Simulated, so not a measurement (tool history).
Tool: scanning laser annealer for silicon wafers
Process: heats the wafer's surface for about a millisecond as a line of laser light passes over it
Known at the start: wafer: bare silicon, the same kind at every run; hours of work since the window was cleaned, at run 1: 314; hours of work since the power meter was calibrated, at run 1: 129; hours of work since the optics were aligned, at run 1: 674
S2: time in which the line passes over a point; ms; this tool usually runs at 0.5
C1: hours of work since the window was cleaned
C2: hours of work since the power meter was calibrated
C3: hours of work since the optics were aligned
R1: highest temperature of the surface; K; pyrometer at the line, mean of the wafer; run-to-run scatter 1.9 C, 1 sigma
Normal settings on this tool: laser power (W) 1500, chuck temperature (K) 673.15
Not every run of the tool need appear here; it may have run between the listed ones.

Run 1, hour 0: usual settings; C1 314; C2 129; C3 674. Result: R1 1379.15 K.
Run 2, hour 5.7: usual settings; C1 318; C2 132; C3 678. Result: R1 1379.15 K.
Run 3, hour 12.2: usual settings; C1 322; C2 137; C3 682. Result: R1 1378.15 K.
Run 4, hour 20: usual settings; C1 327; C2 142; C3 687. Result: R1 1378.15 K.
Run 5, hour 28.5: usual settings; C1 333; C2 148; C3 693. Result: R1 1373.15 K.
Run 6, hour 37.7: usual settings; C1 339; C2 154; C3 699. Result: R1 1377.15 K.
Run 7, hour 45.4: usual settings; C1 344; C2 159; C3 704. Result: R1 1379.15 K.
Run 8, hour 53.3: usual settings; C1 349; C2 164; C3 710. Result: R1 1374.15 K.
Run 9, hour 58.8: usual settings; C1 353; C2 168; C3 713. Result: R1 1381.15 K.
Run 10, hour 65.2: usual settings but laser power (W) 1595; C1 357; C2 172; C3 717. Result: R1 1425.15 K.
Run 11, hour 71.7: usual settings but laser power (W) 1595; C1 361; C2 176; C3 722. Result: R1 1419.15 K.
Run 12, hour 76.4: usual settings but laser power (W) 1595; C1 364; C2 179; C3 725. Result: R1 1418.15 K.
Run 13, hour 82.1: usual settings but chuck temperature (K) 660.15; C1 368; C2 183; C3 729. Result: R1 1362.15 K.
Run 14, hour 90.6: usual settings but chuck temperature (K) 660.15; C1 374; C2 189; C3 734. Result: R1 1360.15 K.
Run 15, hour 101.2: usual settings but chuck temperature (K) 660.15; C1 381; C2 196; C3 741. Result: R1 1360.15 K.
Run 16, hour 111.2: usual settings but chuck temperature (K) 660.15; C1 388; C2 203; C3 748. Result: R1 1360.15 K.
Run 17, hour 115.9: usual settings but chuck temperature (K) 660.15; C1 391; C2 206; C3 751. Result: R1 1358.15 K.
Run 18, hour 122.5: usual settings but chuck temperature (K) 660.15; C1 395; C2 210; C3 756. Result: R1 1361.15 K.
Run 19, hour 132.1: usual settings but chuck temperature (K) 660.15; C1 401; C2 216; C3 762. Result: R1 1360.15 K.
Run 20, hour 141.3: usual settings; C1 408; C2 223; C3 768. Result: R1 1373.15 K.
Run 21, hour 150.7: usual settings; C1 414; C2 229; C3 774. Result: R1 1368.15 K.
Run 22, hour 161.3: usual settings but laser power (W) 1346, chuck temperature (K) 681.15; C1 421; C2 236; C3 781. Result: R1 1306.15 K.
Run 23, hour 171.1: usual settings but laser power (W) 1346, chuck temperature (K) 660.15; C1 427; C2 242; C3 788. Result: R1 1284.15 K.
Run 24, hour 179.7: usual settings but laser power (W) 1346, chuck temperature (K) 660.15; C1 433; C2 248; C3 793. Result: R1 1283.15 K.
At hour 183.1: laser's power meter calibrated.
Run 25, hour 192.5: usual settings but chuck temperature (K) 709.15; C1 440; C2 6; C3 800. Result: R1 1399.15 K.

Expected results for the next run?
Run 26, hour 201.6: usual settings but S2 0.413 ms, chuck temperature (K) 710.15; C1 446; C2 12; C3 806. Result: R1 ?.

Run 26 yielded R1 1347.15 K.
Take away the tool's hidden state, keep the run-to-run variation as it was, and the same run would have given R1 1391.15 K.

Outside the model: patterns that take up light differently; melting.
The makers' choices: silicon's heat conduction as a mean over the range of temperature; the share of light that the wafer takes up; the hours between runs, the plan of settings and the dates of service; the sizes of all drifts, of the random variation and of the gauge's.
